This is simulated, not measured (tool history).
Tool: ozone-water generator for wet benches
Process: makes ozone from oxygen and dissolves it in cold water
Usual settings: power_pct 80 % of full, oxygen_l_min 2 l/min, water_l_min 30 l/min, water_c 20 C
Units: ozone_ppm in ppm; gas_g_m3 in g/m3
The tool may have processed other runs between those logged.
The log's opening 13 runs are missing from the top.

run	hour	power_pct	oxygen_l_min	water_l_min	water_c	ozone_ppm	gas_g_m3
14	877.9	80	2	30	20	9.2	264.8
15	912.2	80	2	30	20	9.1	267.9
16	947.8	80	2	30	20	8.9	265
17	982.6	81	1.68	22	21	12.3	294.5
18	1051.6	80	1	30	21	7.2	384.7
19	1111.9	60	1.36	36	25	5.1	263.3
20	1193	69	1.37	30	20	7.3	290.5
# hour 1203.2: gauge calibrated
21	1228.7	80	2	42	13	6.4	271.5
22	1306.4	64	2	22	13	11.1	228.5
23	1346.9	64	2	45	27	4.6	227.9
24	1393.2	64	1.1	36	27	5	313.3
25	1473.2	91	1.69	30	17	9.7	324.7
26	1520.1	68	2.55	30	14	8.7	207.5
27	1590.7	64	1.16	25	20	7.8	303.3
28	1645	69	2	30	17	8.2	240.8
29	1692.1	69	2	30	17	8.1	240.3
30	1751	51	2	30	15	6.7	188.2
31	1828.2	51	2	45	26	4.1	188.2
32	1874.8	51	2	45	26	4	189.2

Consider 3 possible next runs. They are alternatives, not a sequence: every one starts from the tool as it was left by run 32. What does each give?
A	1923.4	71	3.45	27	26	?	?
B	1923.4	41	2.52	45	25	?	?
C	1923.4	95	2	45	26	?	?

run	ozone_ppm	gas_g_m3
A	9.7	183
B	3.6	142.1
C	6.3	305.7
What these runs would have given with no unlogged condition in the tool:
run	ozone_ppm	gas_g_m3
A	9.7	186.3
B	3.6	144.7
C	6.3	311.3
